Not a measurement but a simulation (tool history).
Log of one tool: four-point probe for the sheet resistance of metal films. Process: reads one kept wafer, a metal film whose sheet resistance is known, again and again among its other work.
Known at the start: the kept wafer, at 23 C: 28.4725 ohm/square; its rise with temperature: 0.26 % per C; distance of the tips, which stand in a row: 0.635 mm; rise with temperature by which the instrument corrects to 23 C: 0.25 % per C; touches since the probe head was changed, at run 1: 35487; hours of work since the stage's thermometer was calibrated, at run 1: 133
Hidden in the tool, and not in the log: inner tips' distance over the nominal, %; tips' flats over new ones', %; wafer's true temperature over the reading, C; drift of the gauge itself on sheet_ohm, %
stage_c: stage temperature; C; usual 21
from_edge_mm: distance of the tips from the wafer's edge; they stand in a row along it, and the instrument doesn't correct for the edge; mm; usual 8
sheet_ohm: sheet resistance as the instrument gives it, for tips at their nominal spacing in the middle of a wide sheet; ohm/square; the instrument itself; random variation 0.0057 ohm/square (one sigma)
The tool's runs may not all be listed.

run     day  stage_c  from_edge_mm  touches since the probe head was changed  hours of work since the stage's thermometer was calibrated  sheet_ohm
  1   0.000       21             8                                     35487                                                         133  28.352759
  2   1.267       21             8                                     36434                                                         145  28.354770
  3   3.217       21             8                                     37889                                                         164  28.348103
  4   4.333       21             8                                     38726                                                         176  28.356924
  5   6.962       21             8                                     40688                                                         202  28.338754
  6   8.100       21             8                                     41537                                                         213  28.346145
  7   9.862       21             8                                     42855                                                         230  28.347682
  8  11.754       21             4                                     44268                                                         249  28.624998
  9  12.867       21             8                                     45100                                                         260  28.356952
 10  14.033       21             8                                     45972                                                         272  28.332182
 11  16.650       21             8                                     47925                                                         298  28.337977
 12  17.904       21             8                                     48863                                                         310  28.344758
 13  19.250       21             8                                     49868                                                         323  28.337668
     19.467  -- stage's thermometer calibrated
 14  20.771       21             8                                     50990                                                          13  28.330703
 15  22.375       19             4                                     52188                                                          29  28.603817
 16  24.396       26            10                                     53699                                                          49  28.299703
 17  25.725       26            69                                     54692                                                          62  28.238302
 18  27.467       32            25                                     55993                                                          79  28.248938
 19  29.367       22            62                                     57411                                                          98  28.230960
 20  30.838       28             9                                     58512                                                         113  28.308122
 21  32.108       21            13                                     59459                                                         125  28.264963
 22  33.338       32            13                                     60377                                                         137  28.284855
     34.450  -- stage's thermometer calibrated, once more
 23  35.854       32            13                                     62242                                                          14  28.253134
 24  38.492       32            13                                     64215                                                          40  28.270881
 25  40.000       32            34                                     65341                                                          55  28.225676
 26  41.396       20             8                                     66382                                                          69  28.299308
 27  42.838       20             8                                     67462                                                          83  28.300648

3 ways to go on from here, each from the tool as it stands after run 27. What would each give?
  A  45.129       20            14                                     69174                                                         106          ?
  B  45.129       20            47                                     69174                                                         106          ?
  C  45.129       19             8                                     69174                                                         106          ?

run  sheet_ohm
  A  28.239999
  B  28.214686
  C  28.298990
Without the tool's hidden state the same runs would have given:
run  sheet_ohm
  A  28.505910
  B  28.480378
  C  28.565412
